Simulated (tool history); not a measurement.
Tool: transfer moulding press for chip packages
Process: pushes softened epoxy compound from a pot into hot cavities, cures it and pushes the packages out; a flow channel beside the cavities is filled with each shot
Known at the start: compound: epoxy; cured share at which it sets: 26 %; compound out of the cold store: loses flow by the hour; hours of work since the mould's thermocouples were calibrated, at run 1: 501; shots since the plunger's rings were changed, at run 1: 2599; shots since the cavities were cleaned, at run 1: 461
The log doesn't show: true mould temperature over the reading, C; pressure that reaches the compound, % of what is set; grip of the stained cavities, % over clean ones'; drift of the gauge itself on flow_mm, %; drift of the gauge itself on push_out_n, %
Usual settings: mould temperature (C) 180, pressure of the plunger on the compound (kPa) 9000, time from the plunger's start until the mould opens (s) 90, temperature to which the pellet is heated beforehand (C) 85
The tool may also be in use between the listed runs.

run    hour  mould temperature (C)  pressure of the plunger on the compound (kPa)  time from the plunger's start until the mould opens (s)  temperature to which the pellet is heated beforehand (C)  hours of work since the mould's thermocouples were calibrated  shots since the plunger's rings were changed  shots since the cavities were cleaned  incoming compound's hours out of the cold store  length that the compound runs in the flow channel (mm)  greatest force on the pins that push the packages out (N)
  1     0.0                    180                                           9000                                                       90                                                        85                                                            501                                          2599                                    461                                             33.0                                                     497                                                        488
        6.3  -- cavities cleaned with cleaning compound and waxed
       47.5  -- cavities cleaned with cleaning compound and waxed
  2    55.8                    180                                          10640                                                       90                                                        85                                                            537                                          3359                                    118                                             15.7                                                     589                                                        426
       85.5  -- cavities cleaned with cleaning compound and waxed
      103.4  -- plunger's sealing rings changed
      124.6  -- cavities cleaned with cleaning compound and waxed
  3   158.2                    180                                          10640                                                      106                                                        85                                                            604                                           766                                    484                                             18.5                                                     612                                                        458
      164.7  -- cavities cleaned with cleaning compound and waxed
      201.9  -- cavities cleaned with cleaning compound and waxed
      231.8  -- cavities cleaned with cleaning compound and waxed, once more
  4   242.9                    180                                          10640                                                      106                                                        85                                                            659                                          1923                                    162                                             13.1                                                     638                                                        404
      269.0  -- cavities cleaned with cleaning compound and waxed
      310.7  -- cavities cleaned with cleaning compound and waxed
  5   322.3                    180                                          10640                                                      106                                                        85                                                            711                                          3023                                    167                                             21.7                                                     569                                                        410
      350.8  -- cavities cleaned with cleaning compound and waxed
      376.4  -- mould's thermocouples calibrated
  6   381.5                    180                                          10640                                                      106                                                        85                                                              4                                          3825                                    414                                             27.8                                                     540                                                        444
      390.4  -- plunger's sealing rings changed
      391.9  -- cavities cleaned with cleaning compound and waxed
      433.7  -- cavities cleaned with cleaning compound and waxed
  7   440.6                    180                                           9000                                                       90                                                        85                                                             40                                           680                                    100                                             33.8                                                     506                                                        393
      473.6  -- cavities cleaned with cleaning compound and waxed
      515.9  -- cavities cleaned with cleaning compound and waxed
  8   515.9                    180                                           9000                                                       90                                                        85                                                             90                                          1721                                      0                                              8.3                                                     600                                                        403
      557.8  -- cavities cleaned with cleaning compound and waxed
  9   561.9                    180                                           9000                                                       90                                                        85                                                            120                                          2362                                     59                                             42.1                                                     450                                                        392
      595.4  -- cavities cleaned with cleaning compound and waxed
 10   627.1                    180                                           9000                                                       90                                                        85                                                            164                                          3280                                    456                                             47.6                                                     421                                                        511
      634.5  -- cavities cleaned with cleaning compound and waxed
      673.6  -- plunger's sealing rings changed
      675.1  -- cavities cleaned with cleaning compound and waxed
      714.3  -- cavities cleaned with cleaning compound and waxed
 11   714.3                    180                                           9400                                                       90                                                        85                                                            219                                           543                                      0                                             18.4                                                     585                                                        387
      752.8  -- cavities cleaned with cleaning compound and waxed
 12   762.4                    180                                           9400                                                       90                                                        85                                                            251                                          1214                                    138                                             30.1                                                     523                                                        422
      796.8  -- cavities cleaned with cleaning compound and waxed
      835.7  -- cavities cleaned with cleaning compound and waxed
 13   861.3                    181                                           9430                                                       73                                                        76                                                            317                                          2596                                    370                                             16.6                                                     573                                                        628
      873.3  -- cavities cleaned with cleaning compound and waxed
      914.1  -- cavities cleaned with cleaning compound and waxed
      955.8  -- plunger's sealing rings changed
      957.3  -- cavities cleaned with cleaning compound and waxed
 14   962.5                    180                                           9000                                                       90                                                        87                                                            381                                            75                                     75                                             41.1                                                     483                                                        389
      996.3  -- cavities cleaned with cleaning compound and waxed
 15  1009.4                    180                                           9000                                                       81                                                        85                                                            413                                           729                                    190                                             40.0                                                     477                                                        472
     1039.3  -- cavities cleaned with cleaning compound and waxed
     1078.2  -- cavities cleaned with cleaning compound and waxed
 16  1097.4                    180                                           9000                                                       81                                                        85                                                            471                                          1952                                    275                                             37.3                                                     476                                                        497
     1118.5  -- cavities cleaned with cleaning compound and waxed
     1158.2  -- cavities cleaned with cleaning compound and waxed
 17  1172.1                    180                                           9000                                                       81                                                        85                                                            520                                          2985                                    199                                             13.3                                                     560                                                        515
     1198.6  -- cavities cleaned with cleaning compound and waxed
     1241.8  -- plunger's sealing rings changed
     1243.3  -- cavities cleaned with cleaning compound and waxed
 18  1269.5                    180                                           9000                                                      118                                                        85                                                            583                                           378                                    378                                             12.6                                                     589                                                        422
     1284.3  -- cavities cleaned with cleaning compound and waxed
 19  1311.6                    185                                           9330                                                       74                                                        93                                                            611                                           963                                    393                                             47.2                                                     454                                                        483
     1325.0  -- cavities cleaned with cleaning compound and waxed
     1367.0  -- cavities cleaned with cleaning compound and waxed
 20  1378.0                    180                                           9000                                                       75                                                        75                                                            654                                          1876                                    158                                             24.5                                                     525                                                        569
     1408.4  -- cavities cleaned with cleaning compound and waxed
     1445.5  -- cavities cleaned with cleaning compound and waxed
 21  1449.3                    180                                           9000                                                       75                                                        75                                                            701                                          2861                                     56                                             43.5                                                     450                                                        488
     1482.9  -- cavities cleaned with cleaning compound and waxed
 22  1505.1                    181                                           8420                                                      126                                                        79                                                            738                                          3642                                    320                                             13.6                                                     543                                                        416
     1512.5  -- mould's thermocouples calibrated
     1528.3  -- plunger's sealing rings changed
     1529.8  -- cavities cleaned with cleaning compound and waxed
 23  1562.6                    180                                           9420                                                       90                                                        85                                                             32                                           472                                    472                                             17.6                                                     593                                                        521

3 ways to go on from here, each from the tool as it stands after run 23. What would each give?
     1570.6  -- cavities cleaned with cleaning compound and waxed
     1608.9  -- cavities cleaned with cleaning compound and waxed
     1650.1  -- cavities cleaned with cleaning compound and waxed
  A  1650.1                    188                                           9420                                                      100                                                        82                                                             89                                          1668                                      0                                             42.2                                                       ?                                                          ?
     1570.6  -- cavities cleaned with cleaning compound and waxed
     1608.9  -- cavities cleaned with cleaning compound and waxed
     1650.1  -- cavities cleaned with cleaning compound and waxed
  B  1650.1                    187                                          10770                                                       90                                                        85                                                             89                                          1668                                      0                                             20.7                                                       ?                                                          ?
     1570.6  -- cavities cleaned with cleaning compound and waxed
     1608.9  -- cavities cleaned with cleaning compound and waxed
     1650.1  -- cavities cleaned with cleaning compound and waxed
  C  1650.1                    180                                           9000                                                       82                                                        85                                                             89                                          1668                                      0                                             19.9                                                       ?                                                          ?

run  length that the compound runs in the flow channel (mm)  greatest force on the pins that push the packages out (N)
  A                                                     478                                                        346
  B                                                     596                                                        347
  C                                                     552                                                        450
Without the tool's hidden state the same runs would have given:
run  length that the compound runs in the flow channel (mm)  greatest force on the pins that push the packages out (N)
  A                                                     493                                                        343
  B                                                     615                                                        343
  C                                                     570                                                        441

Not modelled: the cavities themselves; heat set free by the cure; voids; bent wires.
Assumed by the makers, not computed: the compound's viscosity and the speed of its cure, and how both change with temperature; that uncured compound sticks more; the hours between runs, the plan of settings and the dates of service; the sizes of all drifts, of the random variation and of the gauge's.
